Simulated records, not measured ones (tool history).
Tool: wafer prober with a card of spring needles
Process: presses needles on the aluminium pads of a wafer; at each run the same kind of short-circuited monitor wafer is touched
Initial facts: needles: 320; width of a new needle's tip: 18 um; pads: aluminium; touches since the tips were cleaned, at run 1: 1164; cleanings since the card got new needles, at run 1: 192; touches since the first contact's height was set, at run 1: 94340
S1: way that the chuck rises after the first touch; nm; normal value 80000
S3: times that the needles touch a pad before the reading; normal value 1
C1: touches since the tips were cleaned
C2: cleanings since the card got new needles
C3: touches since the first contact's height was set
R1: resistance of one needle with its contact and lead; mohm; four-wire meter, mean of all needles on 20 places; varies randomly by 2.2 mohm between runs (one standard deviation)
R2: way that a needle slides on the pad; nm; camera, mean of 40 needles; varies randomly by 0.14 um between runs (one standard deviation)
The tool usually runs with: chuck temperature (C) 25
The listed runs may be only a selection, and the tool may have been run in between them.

{"run": 1, "day": 0.0, "S1": 80000, "chuck temperature (C)": 25, "S3": 1, "C1": 1164, "C2": 192, "C3": 94340, "R1": 266, "R2": 10490}
{"day": 0.029, "done": "tips cleaned on abrasive film"}
{"day": 0.133, "done": "tips cleaned on abrasive film"}
{"day": 0.238, "done": "tips cleaned on abrasive film"}
{"day": 0.342, "done": "tips cleaned on abrasive film"}
{"day": 0.442, "done": "tips cleaned on abrasive film"}
{"day": 0.571, "done": "tips cleaned on abrasive film"}
{"day": 0.683, "done": "tips cleaned on abrasive film"}
{"run": 2, "day": 0.683, "S1": 80000, "chuck temperature (C)": 37, "S3": 1, "C1": 0, "C2": 199, "C3": 104451, "R1": 249, "R2": 10610}
{"day": 0.788, "done": "tips cleaned on abrasive film"}
{"day": 0.892, "done": "tips cleaned on abrasive film"}
{"day": 1.021, "done": "tips cleaned on abrasive film"}
{"day": 1.125, "done": "tips cleaned on abrasive film"}
{"day": 1.25, "done": "tips cleaned on abrasive film"}
{"run": 3, "day": 1.25, "S1": 80000, "chuck temperature (C)": 72, "S3": 1, "C1": 0, "C2": 204, "C3": 112849, "R1": 262, "R2": 10500}
{"day": 1.354, "done": "tips cleaned on abrasive film"}
{"day": 1.458, "done": "tips cleaned on abrasive film"}
{"day": 1.558, "done": "tips cleaned on abrasive film"}
{"day": 1.688, "done": "tips cleaned on abrasive film"}
{"day": 1.817, "done": "tips cleaned on abrasive film"}
{"run": 4, "day": 1.9, "S1": 62000, "chuck temperature (C)": 25, "S3": 1, "C1": 1284, "C2": 209, "C3": 122569, "R1": 293, "R2": 7780}
{"day": 1.929, "done": "tips cleaned on abrasive film"}
{"day": 2.033, "done": "tips cleaned on abrasive film"}
{"day": 2.138, "done": "tips cleaned on abrasive film"}
{"day": 2.242, "done": "tips cleaned on abrasive film"}
{"day": 2.342, "done": "tips cleaned on abrasive film"}
{"run": 5, "day": 2.429, "S1": 62000, "chuck temperature (C)": 25, "S3": 1, "C1": 1291, "C2": 214, "C3": 130381, "R1": 294, "R2": 7790}
{"day": 2.454, "done": "tips cleaned on abrasive film"}
{"day": 2.558, "done": "tips cleaned on abrasive film"}
{"day": 2.662, "done": "tips cleaned on abrasive film"}
{"day": 2.767, "done": "tips cleaned on abrasive film"}
{"day": 2.896, "done": "tips cleaned on abrasive film"}
{"run": 6, "day": 2.954, "S1": 62000, "chuck temperature (C)": 25, "S3": 1, "C1": 905, "C2": 219, "C3": 138189, "R1": 286, "R2": 7480}
{"day": 3.008, "done": "tips cleaned on abrasive film"}
{"day": 3.138, "done": "tips cleaned on abrasive film"}
{"day": 3.242, "done": "tips cleaned on abrasive film"}
{"day": 3.342, "done": "tips cleaned on abrasive film"}
{"day": 3.446, "done": "tips cleaned on abrasive film"}
{"day": 3.575, "done": "tips cleaned on abrasive film"}
{"run": 7, "day": 3.588, "S1": 80000, "chuck temperature (C)": 25, "S3": 1, "C1": 184, "C2": 225, "C3": 147575, "R1": 256, "R2": 10150}
{"day": 3.692, "done": "tips cleaned on abrasive film"}
{"day": 3.821, "done": "tips cleaned on abrasive film"}
{"day": 3.921, "done": "tips cleaned on abrasive film"}
{"day": 4.025, "done": "tips cleaned on abrasive film"}
{"day": 4.129, "done": "tips cleaned on abrasive film"}
{"run": 8, "day": 4.162, "S1": 80000, "chuck temperature (C)": 25, "S3": 1, "C1": 536, "C2": 230, "C3": 156163, "R1": 262, "R2": 9930}
{"day": 4.2, "done": "height of the first contact set anew"}
{"day": 4.254, "done": "tips cleaned on abrasive film"}
{"day": 4.358, "done": "tips cleaned on abrasive film"}
{"day": 4.488, "done": "tips cleaned on abrasive film"}
{"day": 4.617, "done": "tips cleaned on abrasive film"}
{"run": 9, "day": 4.679, "S1": 80000, "chuck temperature (C)": 25, "S3": 2, "C1": 976, "C2": 234, "C3": 7110, "R1": 263, "R2": 9560}
{"day": 4.733, "done": "tips cleaned on abrasive film"}
{"day": 4.838, "done": "tips cleaned on abrasive film"}
{"day": 4.942, "done": "tips cleaned on abrasive film"}
{"day": 5.042, "done": "tips cleaned on abrasive film"}
{"day": 5.146, "done": "tips cleaned on abrasive film"}
{"day": 5.275, "done": "tips cleaned on abrasive film"}
{"day": 5.404, "done": "tips cleaned on abrasive film"}
{"run": 10, "day": 5.446, "S1": 80000, "chuck temperature (C)": 25, "S3": 2, "C1": 653, "C2": 241, "C3": 18499, "R1": 257, "R2": 9550}
{"day": 5.525, "done": "tips cleaned on abrasive film"}
{"day": 5.629, "done": "tips cleaned on abrasive film"}
{"day": 5.758, "done": "tips cleaned on abrasive film"}
{"day": 5.883, "done": "tips cleaned on abrasive film"}
{"run": 11, "day": 5.896, "S1": 80000, "chuck temperature (C)": 25, "S3": 1, "C1": 156, "C2": 245, "C3": 25173, "R1": 258, "R2": 9370}
{"day": 6.0, "done": "tips cleaned on abrasive film"}
{"day": 6.104, "done": "tips cleaned on abrasive film"}
{"day": 6.229, "done": "tips cleaned on abrasive film"}
{"day": 6.333, "done": "tips cleaned on abrasive film"}
{"day": 6.438, "done": "tips cleaned on abrasive film"}
{"run": 12, "day": 6.471, "S1": 73000, "chuck temperature (C)": 25, "S3": 1, "C1": 495, "C2": 250, "C3": 33720, "R1": 273, "R2": 8420}
{"day": 6.55, "done": "tips cleaned on abrasive film"}
{"day": 6.679, "done": "tips cleaned on abrasive film"}
{"day": 6.779, "done": "tips cleaned on abrasive film"}
{"day": 6.883, "done": "tips cleaned on abrasive film"}
{"day": 6.988, "done": "tips cleaned on abrasive film"}
{"run": 13, "day": 7.033, "S1": 62000, "chuck temperature (C)": 36, "S3": 1, "C1": 704, "C2": 255, "C3": 42093, "R1": 295, "R2": 6420}
{"day": 7.112, "done": "tips cleaned on abrasive film"}
{"day": 7.217, "done": "tips cleaned on abrasive film"}
{"day": 7.346, "done": "tips cleaned on abrasive film"}
{"day": 7.446, "done": "tips cleaned on abrasive film"}
{"day": 7.55, "done": "tips cleaned on abrasive film"}
{"day": 7.654, "done": "tips cleaned on abrasive film"}
{"run": 14, "day": 7.658, "S1": 77000, "chuck temperature (C)": 25, "S3": 1, "C1": 63, "C2": 261, "C3": 51359, "R1": 258, "R2": 8720}
{"day": 7.762, "done": "tips cleaned on abrasive film"}
{"day": 7.867, "done": "tips cleaned on abrasive film"}
{"day": 7.996, "done": "tips cleaned on abrasive film"}
{"day": 8.121, "done": "tips cleaned on abrasive film"}
{"day": 8.183, "done": "height of the first contact set anew, once more"}
{"day": 8.262, "done": "tips cleaned on abrasive film"}
{"run": 15, "day": 8.35, "S1": 79000, "chuck temperature (C)": 38, "S3": 3, "C1": 1345, "C2": 266, "C3": 2496, "R1": 256, "R2": 11340}
{"day": 8.379, "done": "tips cleaned on abrasive film"}
{"day": 8.483, "done": "tips cleaned on abrasive film"}
{"day": 8.588, "done": "tips cleaned on abrasive film"}
{"day": 8.717, "done": "tips cleaned on abrasive film"}
{"day": 8.821, "done": "tips cleaned on abrasive film"}
{"day": 8.946, "done": "tips cleaned on abrasive film"}
{"day": 9.05, "done": "tips cleaned on abrasive film"}
{"day": 9.154, "done": "tips cleaned on abrasive film"}
{"run": 16, "day": 9.208, "S1": 84000, "chuck temperature (C)": 36, "S3": 2, "C1": 828, "C2": 274, "C3": 15210, "R1": 256, "R2": 11930}
{"day": 9.262, "done": "tips cleaned on abrasive film"}
{"day": 9.367, "done": "tips cleaned on abrasive film"}
{"day": 9.492, "done": "tips cleaned on abrasive film"}
{"day": 9.621, "done": "tips cleaned on abrasive film"}
{"day": 9.725, "done": "tips cleaned on abrasive film"}
{"run": 17, "day": 9.746, "S1": 81000, "chuck temperature (C)": 99, "S3": 2, "C1": 306, "C2": 279, "C3": 23183, "R1": 270, "R2": 11160}
{"day": 9.85, "done": "tips cleaned on abrasive film"}
{"day": 9.954, "done": "tips cleaned on abrasive film"}
{"day": 10.054, "done": "tips cleaned on abrasive film"}
{"day": 10.158, "done": "tips cleaned on abrasive film"}
{"day": 10.262, "done": "tips cleaned on abrasive film"}
{"run": 18, "day": 10.346, "S1": 81000, "chuck temperature (C)": 99, "S3": 2, "C1": 1294, "C2": 284, "C3": 32146, "R1": 275, "R2": 11470}
{"day": 10.375, "done": "tips cleaned on abrasive film"}
{"day": 10.479, "done": "tips cleaned on abrasive film"}
{"day": 10.583, "done": "tips cleaned on abrasive film"}
{"day": 10.688, "done": "tips cleaned on abrasive film"}
{"day": 10.792, "done": "tips cleaned on abrasive film"}
{"day": 10.917, "done": "tips cleaned on abrasive film"}
{"day": 11.046, "done": "tips cleaned on abrasive film"}
{"run": 19, "day": 11.096, "S1": 66000, "chuck temperature (C)": 46, "S3": 2, "C1": 732, "C2": 291, "C3": 43230, "R1": 270, "R2": 9010}
{"day": 11.175, "done": "tips cleaned on abrasive film"}
{"day": 11.275, "done": "tips cleaned on abrasive film"}
{"day": 11.379, "done": "tips cleaned on abrasive film"}
{"day": 11.483, "done": "tips cleaned on abrasive film"}
{"day": 11.612, "done": "tips cleaned on abrasive film"}
{"day": 11.717, "done": "tips cleaned on abrasive film"}
{"run": 20, "day": 11.762, "S1": 73000, "chuck temperature (C)": 42, "S3": 2, "C1": 701, "C2": 297, "C3": 53134, "R1": 267, "R2": 10080}
{"day": 11.842, "done": "tips cleaned on abrasive film"}
{"day": 11.967, "done": "tips cleaned on abrasive film"}
{"day": 12.071, "done": "tips cleaned on abrasive film"}
{"day": 12.175, "done": "tips cleaned on abrasive film"}
{"day": 12.304, "done": "tips cleaned on abrasive film"}
{"day": 12.408, "done": "tips cleaned on abrasive film"}
{"run": 21, "day": 12.417, "S1": 73000, "chuck temperature (C)": 42, "S3": 2, "C1": 168, "C2": 303, "C3": 62889, "R1": 260, "R2": 9720}
{"day": 12.521, "done": "tips cleaned on abrasive film"}
{"day": 12.65, "done": "tips cleaned on abrasive film"}
{"day": 12.754, "done": "tips cleaned on abrasive film"}
{"day": 12.883, "done": "tips cleaned on abrasive film"}
{"day": 12.988, "done": "tips cleaned on abrasive film"}
{"day": 13.112, "done": "tips cleaned on abrasive film"}
{"run": 22, "day": 13.167, "S1": 73000, "chuck temperature (C)": 42, "S3": 2, "C1": 788, "C2": 309, "C3": 74030, "R1": 269, "R2": 9740}
{"day": 13.221, "done": "tips cleaned on abrasive film"}
{"day": 13.346, "done": "tips cleaned on abrasive film"}
{"day": 13.475, "done": "tips cleaned on abrasive film"}
{"day": 13.579, "done": "tips cleaned on abrasive film"}
{"day": 13.683, "done": "tips cleaned on abrasive film"}
{"day": 13.788, "done": "tips cleaned on abrasive film"}
{"day": 13.917, "done": "tips cleaned on abrasive film"}
{"run": 23, "day": 13.967, "S1": 61000, "chuck temperature (C)": 29, "S3": 1, "C1": 774, "C2": 316, "C3": 85929, "R1": 294, "R2": 7900}

How the hidden state differs across the entries between the runs, from the last listed run before each to the first after it:
Runs 1 to 2: tips cleaned on abrasive film (day 0.029); tips cleaned on abrasive film (day 0.133); tips cleaned on abrasive film (day 0.238); tips cleaned on abrasive film (day 0.342); tips cleaned on abrasive film (day 0.442); tips cleaned on abrasive film (day 0.571); tips cleaned on abrasive film (day 0.683)
  debris on the tips, nm: 46 -> 5.1; way that the needles fall short of the set height, um: 6.29 -> 7.08; tips' diameter, um: 25.83 -> 26.11
  measured minus no-state result, R1: +22 -> +7 mohm; R2: -900 -> -1010 nm
Runs 2 to 3: tips cleaned on abrasive film (day 0.788); tips cleaned on abrasive film (day 0.892); tips cleaned on abrasive film (day 1.021); tips cleaned on abrasive film (day 1.125); tips cleaned on abrasive film (day 1.250)
  debris on the tips, nm: 5.1 -> 7.6; way that the needles fall short of the set height, um: 7.08 -> 7.63; tips' diameter, um: 26.11 -> 26.3
  measured minus no-state result, R1: +7 -> +9 mohm; R2: -1010 -> -1110 nm
Runs 3 to 4: tips cleaned on abrasive film (day 1.354); tips cleaned on abrasive film (day 1.458); tips cleaned on abrasive film (day 1.558); tips cleaned on abrasive film (day 1.688); tips cleaned on abrasive film (day 1.817)
  debris on the tips, nm: 7.6 -> 59.8; way that the needles fall short of the set height, um: 7.63 -> 8.23; tips' diameter, um: 26.3 -> 26.51
  measured minus no-state result, R1: +9 -> +51 mohm; R2: -1110 -> -1170 nm
Runs 4 to 5: tips cleaned on abrasive film (day 1.929); tips cleaned on abrasive film (day 2.033); tips cleaned on abrasive film (day 2.138); tips cleaned on abrasive film (day 2.242); tips cleaned on abrasive film (day 2.342)
  debris on the tips, nm: 59.8 -> 50.9; way that the needles fall short of the set height, um: 8.23 -> 8.78; tips' diameter, um: 26.51 -> 26.7
  measured minus no-state result, R1: +51 -> +47 mohm; R2: -1170 -> -1270 nm
Runs 5 to 6: tips cleaned on abrasive film (day 2.454); tips cleaned on abrasive film (day 2.558); tips cleaned on abrasive film (day 2.662); tips cleaned on abrasive film (day 2.767); tips cleaned on abrasive film (day 2.896)
  debris on the tips, nm: 50.9 -> 42.9; way that the needles fall short of the set height, um: 8.78 -> 9.37; tips' diameter, um: 26.7 -> 26.91
  measured minus no-state result, R1: +47 -> +42 mohm; R2: -1270 -> -1320 nm
Runs 6 to 7: tips cleaned on abrasive film (day 3.008); tips cleaned on abrasive film (day 3.138); tips cleaned on abrasive film (day 3.242); tips cleaned on abrasive film (day 3.342); tips cleaned on abrasive film (day 3.446); tips cleaned on abrasive film (day 3.575)
  debris on the tips, nm: 42.9 -> 13.6; way that the needles fall short of the set height, um: 9.37 -> 10.03; tips' diameter, um: 26.91 -> 27.14
  measured minus no-state result, R1: +42 -> +13 mohm; R2: -1320 -> -1470 nm
Runs 7 to 8: tips cleaned on abrasive film (day 3.692); tips cleaned on abrasive film (day 3.821); tips cleaned on abrasive film (day 3.921); tips cleaned on abrasive film (day 4.025); tips cleaned on abrasive film (day 4.129)
  debris on the tips, nm: 13.6 -> 25.1; way that the needles fall short of the set height, um: 10.03 -> 10.69; tips' diameter, um: 27.14 -> 27.37
  measured minus no-state result, R1: +13 -> +19 mohm; R2: -1470 -> -1520 nm
Runs 8 to 9: height of the first contact set anew (day 4.200); tips cleaned on abrasive film (day 4.254); tips cleaned on abrasive film (day 4.358); tips cleaned on abrasive film (day 4.488); tips cleaned on abrasive film (day 4.617)
  debris on the tips, nm: 25.1 -> 46.3; way that the needles fall short of the set height, um: 10.69 -> 13.05; tips' diameter, um: 27.37 -> 27.52
  measured minus no-state result, R1: +19 -> +22 mohm; R2: -1520 -> -1860 nm
Runs 9 to 10: tips cleaned on abrasive film (day 4.733); tips cleaned on abrasive film (day 4.838); tips cleaned on abrasive film (day 4.942); tips cleaned on abrasive film (day 5.042); tips cleaned on abrasive film (day 5.146); tips cleaned on abrasive film (day 5.275); tips cleaned on abrasive film (day 5.404)
  debris on the tips, nm: 46.3 -> 35; way that the needles fall short of the set height, um: 13.05 -> 13.82; tips' diameter, um: 27.52 -> 27.79
  measured minus no-state result, R1: +22 -> +19 mohm; R2: -1860 -> -2000 nm
Runs 10 to 11: tips cleaned on abrasive film (day 5.525); tips cleaned on abrasive film (day 5.629); tips cleaned on abrasive film (day 5.758); tips cleaned on abrasive film (day 5.883)
  debris on the tips, nm: 35 -> 12; way that the needles fall short of the set height, um: 13.82 -> 14.24; tips' diameter, um: 27.79 -> 27.94
  measured minus no-state result, R1: +19 -> +15 mohm; R2: -2000 -> -2050 nm
Runs 11 to 12: tips cleaned on abrasive film (day 6.000); tips cleaned on abrasive film (day 6.104); tips cleaned on abrasive film (day 6.229); tips cleaned on abrasive film (day 6.333); tips cleaned on abrasive film (day 6.438)
  debris on the tips, nm: 12 -> 25.8; way that the needles fall short of the set height, um: 14.24 -> 14.75; tips' diameter, um: 27.94 -> 28.11
  measured minus no-state result, R1: +15 -> +28 mohm; R2: -2050 -> -2090 nm
Runs 12 to 13: tips cleaned on abrasive film (day 6.550); tips cleaned on abrasive film (day 6.679); tips cleaned on abrasive film (day 6.779); tips cleaned on abrasive film (day 6.883); tips cleaned on abrasive film (day 6.988)
  debris on the tips, nm: 25.8 -> 34.5; way that the needles fall short of the set height, um: 14.75 -> 15.33; tips' diameter, um: 28.11 -> 28.32
  measured minus no-state result, R1: +28 -> +49 mohm; R2: -2090 -> -2170 nm
Runs 13 to 14: tips cleaned on abrasive film (day 7.112); tips cleaned on abrasive film (day 7.217); tips cleaned on abrasive film (day 7.346); tips cleaned on abrasive film (day 7.446); tips cleaned on abrasive film (day 7.550); tips cleaned on abrasive film (day 7.654)
  debris on the tips, nm: 34.5 -> 7.5; way that the needles fall short of the set height, um: 15.33 -> 16.03; tips' diameter, um: 28.32 -> 28.56
  measured minus no-state result, R1: +49 -> +15 mohm; R2: -2170 -> -2320 nm
Runs 14 to 15: tips cleaned on abrasive film (day 7.762); tips cleaned on abrasive film (day 7.867); tips cleaned on abrasive film (day 7.996); tips cleaned on abrasive film (day 8.121); height of the first contact set anew, once more (day 8.183); tips cleaned on abrasive film (day 8.262)
  debris on the tips, nm: 7.5 -> 56.2; way that the needles fall short of the set height, um: 16.03 -> 0.13; tips' diameter, um: 28.56 -> 28.76
  measured minus no-state result, R1: +15 -> +14 mohm; R2: -2320 -> -20 nm
Runs 15 to 16: tips cleaned on abrasive film (day 8.379); tips cleaned on abrasive film (day 8.483); tips cleaned on abrasive film (day 8.588); tips cleaned on abrasive film (day 8.717); tips cleaned on abrasive film (day 8.821); tips cleaned on abrasive film (day 8.946); tips cleaned on abrasive film (day 9.050); tips cleaned on abrasive film (day 9.154)
  debris on the tips, nm: 56.2 -> 36; way that the needles fall short of the set height, um: 0.13 -> 1.13; tips' diameter, um: 28.76 -> 29.11
  measured minus no-state result, R1: +14 -> +14 mohm; R2: -20 -> -160 nm
Runs 16 to 17: tips cleaned on abrasive film (day 9.262); tips cleaned on abrasive film (day 9.367); tips cleaned on abrasive film (day 9.492); tips cleaned on abrasive film (day 9.621); tips cleaned on abrasive film (day 9.725)
  debris on the tips, nm: 36 -> 15.7; way that the needles fall short of the set height, um: 1.13 -> 1.72; tips' diameter, um: 29.11 -> 29.32
  measured minus no-state result, R1: +14 -> +10 mohm; R2: -160 -> -250 nm
Runs 17 to 18: tips cleaned on abrasive film (day 9.850); tips cleaned on abrasive film (day 9.954); tips cleaned on abrasive film (day 10.054); tips cleaned on abrasive film (day 10.158); tips cleaned on abrasive film (day 10.262)
  debris on the tips, nm: 15.7 -> 54.3; way that the needles fall short of the set height, um: 1.72 -> 2.23; tips' diameter, um: 29.32 -> 29.49
  measured minus no-state result, R1: +10 -> +19 mohm; R2: -250 -> -320 nm
Runs 18 to 19: tips cleaned on abrasive film (day 10.375); tips cleaned on abrasive film (day 10.479); tips cleaned on abrasive film (day 10.583); tips cleaned on abrasive film (day 10.688); tips cleaned on abrasive film (day 10.792); tips cleaned on abrasive film (day 10.917); tips cleaned on abrasive film (day 11.046)
  debris on the tips, nm: 54.3 -> 33.3; way that the needles fall short of the set height, um: 2.23 -> 3.13; tips' diameter, um: 29.49 -> 29.81
  measured minus no-state result, R1: +19 -> +22 mohm; R2: -320 -> -450 nm
Runs 19 to 20: tips cleaned on abrasive film (day 11.175); tips cleaned on abrasive film (day 11.275); tips cleaned on abrasive film (day 11.379); tips cleaned on abrasive film (day 11.483); tips cleaned on abrasive film (day 11.612); tips cleaned on abrasive film (day 11.717)
  debris on the tips, nm: 33.3 -> 34.6; way that the needles fall short of the set height, um: 3.13 -> 3.88; tips' diameter, um: 29.81 -> 30.07
  measured minus no-state result, R1: +22 -> +19 mohm; R2: -450 -> -550 nm
Runs 20 to 21: tips cleaned on abrasive film (day 11.842); tips cleaned on abrasive film (day 11.967); tips cleaned on abrasive film (day 12.071); tips cleaned on abrasive film (day 12.175); tips cleaned on abrasive film (day 12.304); tips cleaned on abrasive film (day 12.408)
  debris on the tips, nm: 34.6 -> 14.2; way that the needles fall short of the set height, um: 3.88 -> 4.46; tips' diameter, um: 30.07 -> 30.28
  measured minus no-state result, R1: +19 -> +13 mohm; R2: -550 -> -620 nm
Runs 21 to 22: tips cleaned on abrasive film (day 12.521); tips cleaned on abrasive film (day 12.650); tips cleaned on abrasive film (day 12.754); tips cleaned on abrasive film (day 12.883); tips cleaned on abrasive film (day 12.988); tips cleaned on abrasive film (day 13.112)
  debris on the tips, nm: 14.2 -> 38.8; way that the needles fall short of the set height, um: 4.46 -> 5.18; tips' diameter, um: 30.28 -> 30.53
  measured minus no-state result, R1: +13 -> +22 mohm; R2: -620 -> -750 nm
Runs 22 to 23: tips cleaned on abrasive film (day 13.221); tips cleaned on abrasive film (day 13.346); tips cleaned on abrasive film (day 13.475); tips cleaned on abrasive film (day 13.579); tips cleaned on abrasive film (day 13.683); tips cleaned on abrasive film (day 13.788); tips cleaned on abrasive film (day 13.917)
  debris on the tips, nm: 38.8 -> 40; way that the needles fall short of the set height, um: 5.18 -> 6; tips' diameter, um: 30.53 -> 30.82
  measured minus no-state result, R1: +22 -> +47 mohm; R2: -750 -> -860 nm
